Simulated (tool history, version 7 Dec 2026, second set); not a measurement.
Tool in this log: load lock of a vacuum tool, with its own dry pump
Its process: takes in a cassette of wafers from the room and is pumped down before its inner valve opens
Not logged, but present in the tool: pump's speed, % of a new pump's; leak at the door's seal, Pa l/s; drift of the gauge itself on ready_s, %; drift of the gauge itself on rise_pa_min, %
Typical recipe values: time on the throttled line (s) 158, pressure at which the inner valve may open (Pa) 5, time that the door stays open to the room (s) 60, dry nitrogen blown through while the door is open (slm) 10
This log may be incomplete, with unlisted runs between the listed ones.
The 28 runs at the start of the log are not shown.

run	hour	time on the throttled line (s)	pressure at which the inner valve may open (Pa)	time that the door stays open to the room (s)	dry nitrogen blown through while the door is open (slm)	hours that the pump has run since its overhaul	times that the door has closed on its seal	incoming humidity of the room's air, %	time from the closed door until the inner valve may open (s)	rise of the pressure with all valves shut (Pa/min)
29	9756	158	5	66	10	13564	23405	43.9	214.7	0.167
30	9942.2	158	5	42	5	13751	24021	45.1	214.8	0.18
31	10143.2	158	5	42	5	13952	24687	48	216.2	0.185
32	10353.5	89	8	42	5	14162	25383	46.4	150	0.192
33	10693.3	89	8	42	5	14502	26508	45.9	149.8	0.2
34	10913.5	233	8	42	5	14722	27237	45.4	279.9	0.213
35	11343.7	146	5	60	10	15152	28662	51.4	205.4	0.229
36	11700.9	158	5	36	10	15509	29844	45.1	215.6	0.227
# hour 11781.5: door's seal changed, seat wiped
37	12013.5	158	5	36	10	15820	768	45.2	216.4	0.025

Consider 4 possible next runs. They are alternatives, not a sequence: every one starts from the tool as it was left by run 37. What does each give?
A	12441.4	158	6	36	10	16248	2185	41.5	?	?
B	12441.4	158	5	86	10	16248	2185	45.6	?	?
C	12441.4	158	5	36	7	16248	2185	43.1	?	?
D	12441.4	158	5	36	35	16248	2185	44.2	?	?

run	time from the closed door until the inner valve may open (s)	rise of the pressure with all valves shut (Pa/min)
A	214.6	0.03
B	216	0.057
C	216.7	0.033
D	217.1	0.023
Stripped of hidden state, with their random variation kept, the same runs would have yielded:
run	time from the closed door until the inner valve may open (s)	rise of the pressure with all valves shut (Pa/min)
A	207.7	0.025
B	208.9	0.051
C	209.6	0.028
D	210	0.017

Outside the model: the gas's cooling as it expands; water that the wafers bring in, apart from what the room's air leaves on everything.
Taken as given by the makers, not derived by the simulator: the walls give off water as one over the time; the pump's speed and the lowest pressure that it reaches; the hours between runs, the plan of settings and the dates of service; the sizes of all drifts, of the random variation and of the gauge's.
